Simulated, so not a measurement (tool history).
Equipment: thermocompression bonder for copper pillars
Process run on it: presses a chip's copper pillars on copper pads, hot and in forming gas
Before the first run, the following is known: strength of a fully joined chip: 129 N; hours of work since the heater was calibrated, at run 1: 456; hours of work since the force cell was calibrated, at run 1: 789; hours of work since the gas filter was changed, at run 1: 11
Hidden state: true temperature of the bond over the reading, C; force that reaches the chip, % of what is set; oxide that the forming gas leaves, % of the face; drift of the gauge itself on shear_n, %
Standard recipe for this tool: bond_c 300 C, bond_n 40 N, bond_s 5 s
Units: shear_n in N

run    hour  bond_c  bond_n  bond_s  hours of work since the heater was calibrated  hours of work since the force cell was calibrated  hours of work since the gas filter was changed  shear_n
  1       0     300      40       5                                            456                                                789                                              11     80.2
  2    27.5     300      40       5                                            475                                                809                                              31     80.5
  3    56.3     300      40       7                                            495                                                829                                              51     87.1
  4    85.3     300      40       7                                            516                                                850                                              71     87.5
  5   120.1     300      29       5                                            540                                                874                                              96     58.9
  6   158.1     300      29       5                                            567                                                901                                             123     59.2
  7   190.6     300      29       5                                            590                                                924                                             146     59.1
      199.5  -- force cell calibrated
  8   238.2     300      40       3                                            623                                                 27                                             178     60.9
  9   262.2     300      40       3                                            640                                                 44                                             195     61.2
 10   296.9     300      40       3                                            664                                                 69                                             219     61.5
 11   347.3     300      40       3                                            700                                                104                                             255     60.9
      357.7  -- forming gas filter changed
 12   393.1     300      40       3                                            731                                                136                                              25     62.7
 13   434.4     300      40       3                                            761                                                165                                              54       63
 14   474.6     308      40       3                                            789                                                194                                              82     66.9
 15     515     299      40       5                                            817                                                222                                             111     74.1
 16   547.6     299      40       5                                            840                                                245                                             134     74.3
 17   573.1     274      40       5                                            858                                                263                                             152     59.5
 18   602.5     274      40       5                                            879                                                284                                             173     59.8
 19   645.3     274      40       5                                            909                                                314                                             203     59.5
 20   692.5     274      40       7                                            943                                                347                                             236       67
      729.7  -- forming gas filter changed
 21   732.9     291      40       6                                            971                                                375                                               2     74.4
 22   780.8     313      34       3                                           1004                                                409                                              36     60.1
 23   802.5     322      51       3                                           1020                                                424                                              51     91.4
 24   852.4     322      51       3                                           1055                                                460                                              87     90.7
 25     900     322      51       3                                           1089                                                493                                             120       92
 26   937.5     291      33       3                                           1115                                                520                                             147     48.1
 27     970     306      38       3                                           1138                                                542                                             169     63.7
 28   992.6     306      38       3                                           1154                                                558                                             185     64.2
 29  1041.5     327      54       5                                           1188                                                593                                             220    107.2
 30  1086.5     322      40       6                                           1220                                                625                                             252     90.6
     1100.4  -- forming gas filter changed
 31  1131.5     306      40       6                                           1251                                                656                                              22     84.1
     1171.6  -- heater calibrated with a thermocouple chip
 32  1174.7     327      27      12                                              2                                                685                                              51     87.4
 33  1202.2     272      31       5                                             22                                                704                                              70     48.2
 34  1241.6     272      31       5                                             49                                                732                                              98       49
 35  1277.4     299      55      14                                             75                                                757                                             123      116
 36  1299.8     309      31       8                                             90                                                773                                             139     77.3
 37  1336.6     309      31       8                                            116                                                799                                             165     77.5
 38    1372     274      31       5                                            141                                                824                                             190     48.6
 39  1409.8     274      31       5                                            168                                                851                                             217     49.4

For some of the steps in shear_n from one run to the next: how much would appear even if the tool had no hidden state, given the settings, what came in and random variation, and how much remains for the hidden state plus any gauge scatter that the measured result and the result without hidden state don't share?
Run 7 -> 8: bond_n 29 -> 40, bond_s 5 -> 3, force cell calibrated. shear_n +1.8 N: hidden state -6, all else +7.8.
Run 25 -> 26: bond_c 322 -> 291, bond_n 51 -> 33. shear_n -43.9 N: hidden state +0, all else -43.9.
Run 28 -> 29: bond_c 306 -> 327, bond_n 38 -> 54, bond_s 3 -> 5. shear_n +43 N: hidden state -1, all else +44.
Run 31 -> 32: bond_c 306 -> 327, bond_n 40 -> 27, bond_s 6 -> 12, heater calibrated with a thermocouple chip. shear_n +3.3 N: hidden state +2.6, all else +0.7.
Run 34 -> 35: bond_c 272 -> 299, bond_n 31 -> 55, bond_s 5 -> 14. shear_n +67 N: hidden state -1.8, all else +68.8.
Run 35 -> 36: bond_c 299 -> 309, bond_n 55 -> 31, bond_s 14 -> 8. shear_n -38.7 N: hidden state +2.3, all else -41.
